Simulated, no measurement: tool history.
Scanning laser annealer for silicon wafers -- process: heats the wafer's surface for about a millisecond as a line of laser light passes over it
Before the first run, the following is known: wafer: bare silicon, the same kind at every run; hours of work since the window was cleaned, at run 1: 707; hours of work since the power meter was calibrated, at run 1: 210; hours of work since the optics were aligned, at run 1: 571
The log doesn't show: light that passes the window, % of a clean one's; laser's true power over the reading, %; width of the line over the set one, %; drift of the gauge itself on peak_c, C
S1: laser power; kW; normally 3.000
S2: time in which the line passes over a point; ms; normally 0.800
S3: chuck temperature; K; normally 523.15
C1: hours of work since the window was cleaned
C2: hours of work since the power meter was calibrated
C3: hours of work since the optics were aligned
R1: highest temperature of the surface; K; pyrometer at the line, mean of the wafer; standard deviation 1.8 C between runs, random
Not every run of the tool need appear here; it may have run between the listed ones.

Run 1, hour 0.0: usual settings; C1 707; C2 210; C3 571. Result: R1 1319.15 K.
Run 2, hour 13.3: usual settings; C1 717; C2 219; C3 581. Result: R1 1319.15 K.
Run 3, hour 27.9: usual settings; C1 727; C2 230; C3 591. Result: R1 1319.15 K.
Run 4, hour 47.7: usual settings; C1 742; C2 244; C3 605. Result: R1 1318.15 K.
Run 5, hour 57.9: usual settings; C1 749; C2 251; C3 613. Result: R1 1319.15 K.
Run 6, hour 72.2: usual settings; C1 759; C2 262; C3 623. Result: R1 1313.15 K.
Run 7, hour 84.5: usual settings; C1 768; C2 271; C3 632. Result: R1 1314.15 K.
Run 8, hour 108.0: usual settings; C1 785; C2 288; C3 649. Result: R1 1317.15 K.
Run 9, hour 125.3: usual settings; C1 798; C2 300; C3 661. Result: R1 1320.15 K.
Run 10, hour 143.9: usual settings; C1 811; C2 313; C3 675. Result: R1 1319.15 K.
Run 11, hour 158.6: usual settings; C1 822; C2 324; C3 685. Result: R1 1317.15 K.
Run 12, hour 174.1: usual settings; C1 833; C2 335; C3 697. Result: R1 1316.15 K.
Run 13, hour 193.8: usual settings but S2 0.806 ms; C1 847; C2 349; C3 711. Result: R1 1319.15 K.
Run 14, hour 214.2: usual settings but S2 0.806 ms; C1 862; C2 364; C3 725. Result: R1 1316.15 K.
Run 15, hour 237.6: usual settings but S2 0.806 ms; C1 879; C2 381; C3 742. Result: R1 1317.15 K.
Run 16, hour 255.3: usual settings but S2 0.806 ms; C1 891; C2 394; C3 755. Result: R1 1318.15 K.
Run 17, hour 268.7: usual settings; C1 901; C2 403; C3 765. Result: R1 1312.15 K.
Run 18, hour 281.5: usual settings; C1 910; C2 413; C3 774. Result: R1 1315.15 K.
Run 19, hour 295.7: usual settings; C1 920; C2 423; C3 784. Result: R1 1312.15 K.
Run 20, hour 310.1: usual settings; C1 931; C2 433; C3 795. Result: R1 1311.15 K.
Run 21, hour 319.8: usual settings but S1 2.619 kW, S2 0.581 ms; C1 938; C2 440; C3 802. Result: R1 1102.15 K.
Run 22, hour 334.2: usual settings but S1 2.619 kW, S2 0.581 ms; C1 948; C2 451; C3 812. Result: R1 1098.15 K.
Run 23, hour 357.3: usual settings but S1 2.918 kW, S2 0.980 ms, S3 551.15 K; C1 965; C2 467; C3 829. Result: R1 1409.15 K.
At hour 362.3: window over the wafer cleaned.
Run 24, hour 379.2: usual settings but S1 2.918 kW, S2 0.980 ms, S3 551.15 K; C1 12; C2 482; C3 843. Result: R1 1422.15 K.
Run 25, hour 402.2: usual settings but S1 3.032 kW, S2 0.777 ms, S3 504.15 K; C1 29; C2 498; C3 859. Result: R1 1297.15 K.
Run 26, hour 418.9: usual settings but S1 3.032 kW, S2 0.777 ms, S3 504.15 K; C1 41; C2 510; C3 872. Result: R1 1298.15 K.
Run 27, hour 432.0: usual settings but S1 2.784 kW, S2 0.777 ms, S3 504.15 K; C1 50; C2 520; C3 881. Result: R1 1234.15 K.
Run 28, hour 442.2: usual settings but S1 3.029 kW, S2 0.755 ms, S3 528.15 K; C1 58; C2 527; C3 888. Result: R1 1308.15 K.
Run 29, hour 452.8: usual settings but S1 2.695 kW, S2 0.985 ms, S3 514.15 K; C1 65; C2 535; C3 896. Result: R1 1319.15 K.
Run 30, hour 475.5: usual settings but S1 3.147 kW, S2 0.772 ms; C1 82; C2 551; C3 912. Result: R1 1340.15 K.
Run 31, hour 493.7: usual settings but S2 0.619 ms; C1 95; C2 564; C3 925. Result: R1 1212.15 K.
Run 32, hour 506.6: usual settings but S1 3.183 kW, S2 0.729 ms, S3 508.15 K; C1 104; C2 573; C3 935. Result: R1 1308.15 K.
Run 33, hour 527.9: usual settings but S1 2.655 kW, S2 0.756 ms, S3 512.15 K; C1 119; C2 589; C3 950. Result: R1 1193.15 K.
Run 34, hour 545.8: usual settings but S1 2.655 kW, S2 0.756 ms, S3 487.15 K; C1 132; C2 602; C3 963. Result: R1 1168.15 K.
Run 35, hour 565.5: usual settings but S1 2.853 kW, S2 0.633 ms, S3 532.15 K; C1 147; C2 616; C3 977. Result: R1 1194.15 K.
Run 36, hour 584.2: usual settings but S1 2.853 kW, S2 0.781 ms, S3 532.15 K; C1 160; C2 629; C3 991. Result: R1 1279.15 K.
Run 37, hour 605.4: usual settings but S1 2.853 kW, S2 0.781 ms, S3 532.15 K; C1 175; C2 645; C3 1006. Result: R1 1279.15 K.
At hour 625.0: optics aligned, line set to its width.
Run 38, hour 628.5: usual settings but S1 3.182 kW, S2 0.893 ms, S3 532.15 K; C1 188; C2 658; C3 3. Result: R1 1437.15 K.
Run 39, hour 639.0: usual settings but S1 3.182 kW, S2 0.893 ms, S3 532.15 K; C1 196; C2 665; C3 10. Result: R1 1441.15 K.
Run 40, hour 658.5: usual settings but S1 3.289 kW, S2 0.665 ms, S3 504.15 K; C1 210; C2 679; C3 24. Result: R1 1298.15 K.

Hidden state at the last listed run before each entry between runs and at the first one after, where it differs:
Between runs 23 and 24: window over the wafer cleaned (hour 362.3)
  light that passes the window, % of a clean one's: 98.39 -> 99.7; laser's true power over the reading, %: -0.09 -> -0.1; width of the line over the set one, %: 3 -> 3.05
  measured less the result without the state, R1: -26.00 -> -14.00 K
Between runs 37 and 38: optics aligned, line set to its width (hour 625.0)
  light that passes the window, % of a clean one's: 99.43 -> 99.41; laser's true power over the reading, %: -0.19 -> -0.2; width of the line over the set one, %: 3.65 -> 0.41
  measured less the result without the state, R1: -17.00 -> -9.00 K
